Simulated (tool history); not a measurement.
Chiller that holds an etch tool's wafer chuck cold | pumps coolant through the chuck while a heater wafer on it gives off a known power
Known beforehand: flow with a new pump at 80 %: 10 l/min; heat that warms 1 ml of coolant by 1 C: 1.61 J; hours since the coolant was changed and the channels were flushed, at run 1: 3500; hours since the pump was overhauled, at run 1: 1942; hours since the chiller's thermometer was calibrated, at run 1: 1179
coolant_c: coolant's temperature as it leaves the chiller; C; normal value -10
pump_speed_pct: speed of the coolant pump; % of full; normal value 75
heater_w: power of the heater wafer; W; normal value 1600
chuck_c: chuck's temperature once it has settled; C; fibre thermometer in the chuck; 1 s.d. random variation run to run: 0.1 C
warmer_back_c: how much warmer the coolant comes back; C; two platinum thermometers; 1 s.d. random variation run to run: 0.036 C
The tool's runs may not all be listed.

run,hour,coolant_c,pump_speed_pct,heater_w,hours since the coolant was changed and the channels were flushed,hours since the pump was overhauled,hours since the chiller's thermometer was calibrated,chuck_c,warmer_back_c
1,0.0,-10,75,1600,3500,1942,1179,3.3,6.65
2,56.8,-10,93,1600,3557,1999,1236,1.1,5.25
# hour 79.3: coolant changed, channels flushed
3,174.9,-10,75,1092,96,2111,1348,-2.2,4.51
4,227.9,-10,75,1092,149,2164,1401,-2.1,4.55
5,277.3,-10,75,1092,198,2213,1450,-2.0,4.54
6,341.4,-10,75,1092,262,2278,1515,-2.1,4.59
7,447.2,-11,75,1600,368,2383,1620,0.8,6.71
8,518.5,-10,75,1600,439,2455,1692,1.9,6.70
9,626.9,-10,75,1600,548,2563,1800,1.9,6.76
10,718.2,-10,75,1600,639,2654,1891,1.9,6.68
11,815.3,-10,75,1600,736,2751,1988,1.9,6.71
12,915.3,-10,75,1600,836,2851,2088,1.9,6.77
13,1009.8,-10,75,1600,931,2946,2183,2.0,6.75
14,1085.3,-16,100,905,1006,3021,2258,-11.0,2.82
15,1143.2,-16,100,1605,1064,3079,2316,-6.9,5.09
16,1189.0,-4,96,1605,1110,3125,2362,5.5,5.26
17,1286.7,-10,66,859,1207,3223,2460,-3.3,4.13
18,1348.0,-13,67,1302,1269,3284,2521,-2.3,6.21
19,1405.5,0,83,1305,1326,3342,2579,8.8,4.95
20,1509.9,-18,66,1600,1431,3446,2683,-4.4,7.88
21,1598.1,-10,87,1600,1519,3534,2771,0.7,5.84
22,1695.5,-10,87,1600,1616,3632,2869,0.5,5.83
23,1762.8,-12,87,1600,1684,3699,2936,-1.4,5.86
24,1834.5,-3,75,2330,1755,3771,3008,15.1,10.07
25,1917.6,-3,75,2330,1838,3854,3091,15.1,10.02

Here are 3 independent what-if runs from the current tool condition. What would each one return?
A,1993.2,-2,75,1817,1914,3929,3166,?,?
B,1993.2,-14,72,1600,1914,3929,3166,?,?
C,1993.2,-19,75,1947,1914,3929,3166,?,?

run,chuck_c,warmer_back_c
A,12.1,7.93
B,-1.4,7.23
C,-4.0,8.44
Take away the tool's hidden state, keep each run's random variation, and the runs would have read:
run,chuck_c,warmer_back_c
A,11.4,7.36
B,-1.9,6.70
C,-4.9,7.82

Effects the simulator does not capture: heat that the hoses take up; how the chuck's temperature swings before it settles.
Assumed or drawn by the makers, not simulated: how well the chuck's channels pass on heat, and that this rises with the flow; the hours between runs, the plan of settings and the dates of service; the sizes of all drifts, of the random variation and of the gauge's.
